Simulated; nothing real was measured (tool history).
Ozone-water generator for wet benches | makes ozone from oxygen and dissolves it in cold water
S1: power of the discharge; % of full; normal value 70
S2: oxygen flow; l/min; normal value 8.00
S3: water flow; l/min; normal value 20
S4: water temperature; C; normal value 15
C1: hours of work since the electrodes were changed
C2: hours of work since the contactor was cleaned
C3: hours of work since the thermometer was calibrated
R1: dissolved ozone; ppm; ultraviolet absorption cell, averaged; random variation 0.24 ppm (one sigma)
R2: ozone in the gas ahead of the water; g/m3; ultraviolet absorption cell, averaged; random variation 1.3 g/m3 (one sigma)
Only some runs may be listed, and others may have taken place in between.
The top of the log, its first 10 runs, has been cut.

run	hour	S1	S2	S3	S4	C1	C2	C3	R1	R2
11	1505.7	70	6.23	20	15	2542	4702	2230	36.6	270.2
12	1594.0	44	6.23	20	15	2600	4759	2288	27.0	204.8
13	1738.6	44	6.23	20	15	2693	4853	2382	27.5	202.8
# hour 1802.8: contactor cleaned
14	1898.6	44	6.23	20	15	2795	62	2483	27.5	203.4
15	2082.4	70	8.00	20	15	2914	181	2602	35.5	232.6
16	2185.4	70	8.00	20	15	2981	248	2669	35.1	233.8
17	2369.7	64	8.00	22	15	3101	368	2789	31.4	221.3
18	2520.0	41	4.12	19	8	3198	465	2886	29.7	251.2
19	2645.2	41	5.80	19	14	3279	547	2967	28.0	204.0

Run 20 has not been measured yet. What should we expect?
20	2827.4	41	5.80	19	14	3398	665	3086	?	?

Run 20 gave R1 28.0 ppm, R2 205.8 g/m3.
With the hidden condition absent and the run-to-run variation left alone, this run would have shown R1 28.0 ppm, R2 202.5 g/m3.
